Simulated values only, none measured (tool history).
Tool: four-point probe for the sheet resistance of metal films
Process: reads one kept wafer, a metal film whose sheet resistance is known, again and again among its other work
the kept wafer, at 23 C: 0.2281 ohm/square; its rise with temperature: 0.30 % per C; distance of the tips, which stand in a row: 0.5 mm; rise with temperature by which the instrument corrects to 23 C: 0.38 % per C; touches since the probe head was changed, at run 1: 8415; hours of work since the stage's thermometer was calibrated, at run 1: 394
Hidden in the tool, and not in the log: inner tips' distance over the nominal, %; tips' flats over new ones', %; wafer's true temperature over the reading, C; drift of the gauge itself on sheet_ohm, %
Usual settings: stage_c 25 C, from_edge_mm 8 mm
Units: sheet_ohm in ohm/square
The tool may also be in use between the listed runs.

run,hour,stage_c,from_edge_mm,touches since the probe head was changed,hours of work since the stage's thermometer was calibrated,sheet_ohm
1,0,25,8,8415,394,0.228915
2,7.1,25,8,8663,398,0.228927
3,19.5,33,8,9097,405,0.227584
4,34.2,25,8,9612,414,0.228985
5,49.9,25,8,10160,423,0.228946
6,64.3,25,15,10661,431,0.22866
7,78.1,25,15,11144,439,0.228624
8,92.8,25,4,11657,447,0.230365
9,104.3,25,8,12058,454,0.229065
10,118.3,25,8,12548,462,0.228963
11,133.6,25,8,13083,471,0.228925
12,146.3,25,8,13527,478,0.229033
13,154.7,25,8,13820,483,0.228962
14,166.8,25,8,14243,490,0.228954
15,177.6,25,8,14621,496,0.229068
16,186.2,25,8,14922,501,0.229088
17,197.2,25,7,15305,508,0.229161
18,212,29,42,15824,516,0.227939
19,219.6,29,42,16089,520,0.227971
20,226.9,18,4,16342,525,0.231679
21,235.2,33,19,16632,529,0.22738
22,243.2,29,17,16912,534,0.228018
23,253.1,29,17,17260,540,0.228054
24,261.9,29,17,17569,545,0.228063
25,268.3,20,4,17792,549,0.231327
26,278.3,31,8,18141,554,0.228102
27,287.1,35,8,18449,559,0.227421
28,302.4,25,3,18982,568,0.23191
29,310.3,28,3,19256,573,0.231406
30,325.8,28,3,19799,582,0.231636
31,335.7,21,9,20147,588,0.229778
32,345.6,22,34,20492,593,0.229214

3 ways to go on from here, each from the tool as it stands after run 32. What would each give?
A,354,27,14,20784,598,?
B,354,34,12,20784,598,?
C,354,31,26,20784,598,?

run,sheet_ohm
A,0.228519
B,0.227396
C,0.227735
Without the tool's hidden state the same runs would have given:
run,sheet_ohm
A,0.227603
B,0.226483
C,0.226821

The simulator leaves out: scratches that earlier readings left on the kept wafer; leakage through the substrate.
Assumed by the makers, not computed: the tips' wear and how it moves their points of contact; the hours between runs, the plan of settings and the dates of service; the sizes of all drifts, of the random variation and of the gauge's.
